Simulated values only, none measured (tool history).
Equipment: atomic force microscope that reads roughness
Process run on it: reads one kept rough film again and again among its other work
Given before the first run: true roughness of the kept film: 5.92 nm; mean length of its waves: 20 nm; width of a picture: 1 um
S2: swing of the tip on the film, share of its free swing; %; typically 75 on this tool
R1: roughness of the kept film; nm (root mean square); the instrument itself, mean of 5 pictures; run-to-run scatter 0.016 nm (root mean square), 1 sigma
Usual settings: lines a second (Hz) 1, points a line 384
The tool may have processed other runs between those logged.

Run 1, hour 0: usual settings. Result: R1 3.767 nm (root mean square).
Run 2, hour 11.4: usual settings but S2 86 %. Result: R1 3.243 nm (root mean square).
Run 3, hour 20.7: usual settings but S2 55 %. Result: R1 3.273 nm (root mean square).
Run 4, hour 28.2: usual settings but lines a second (Hz) 1.08, S2 55 %. Result: R1 3.093 nm (root mean square).
Run 5, hour 38.3: usual settings but lines a second (Hz) 0.62. Result: R1 2.848 nm (root mean square).
Run 6, hour 49.9: usual settings but lines a second (Hz) 0.62. Result: R1 2.638 nm (root mean square).
Run 7, hour 64.4: usual settings but lines a second (Hz) 0.86. Result: R1 2.357 nm (root mean square).
Run 8, hour 77.8: usual settings but lines a second (Hz) 0.86. Result: R1 2.181 nm (root mean square).
Run 9, hour 85.5: usual settings but lines a second (Hz) 3.53, points a line 378. Result: R1 1.833 nm (root mean square).
At hour 90.2: new tip fitted.
Run 10, hour 102.3: usual settings but lines a second (Hz) 3.53, points a line 378. Result: R1 3.017 nm (root mean square).
Run 11, hour 111.8: usual settings but lines a second (Hz) 3.53, points a line 378. Result: R1 2.766 nm (root mean square).
Run 12, hour 125.2: usual settings but lines a second (Hz) 3.53, points a line 378. Result: R1 2.508 nm (root mean square).
Run 13, hour 138.5: usual settings but lines a second (Hz) 1.16, S2 66 %, points a line 289. Result: R1 2.596 nm (root mean square).
Run 14, hour 155.1: usual settings but lines a second (Hz) 1.16, S2 55 %, points a line 536. Result: R1 2.415 nm (root mean square).
Run 15, hour 162.4: usual settings but lines a second (Hz) 1.16, S2 59 %, points a line 724. Result: R1 2.327 nm (root mean square).
Run 16, hour 172.4: usual settings but lines a second (Hz) 1.16, S2 74 %, points a line 724. Result: R1 2.14 nm (root mean square).

Branching from run 16: 3 alternative next runs. What would each branch give?
At hour 183.9: new tip fitted.
Run A, hour 186: usual settings but lines a second (Hz) 0.59. Result: R1 ?.
At hour 183.9: new tip fitted.
Run B, hour 186: usual settings but S2 69 %, points a line 463. Result: R1 ?.
At hour 183.9: new tip fitted.
Run C, hour 186: usual settings but lines a second (Hz) 2.09, S2 74 %, points a line 391. Result: R1 ?.

run     R1
  A  3.872
  B  3.836
  C  3.569
With the hidden condition removed and each run's random variation left untouched, the same runs would have given:
run     R1
  A  4.022
  B  3.984
  C  3.707

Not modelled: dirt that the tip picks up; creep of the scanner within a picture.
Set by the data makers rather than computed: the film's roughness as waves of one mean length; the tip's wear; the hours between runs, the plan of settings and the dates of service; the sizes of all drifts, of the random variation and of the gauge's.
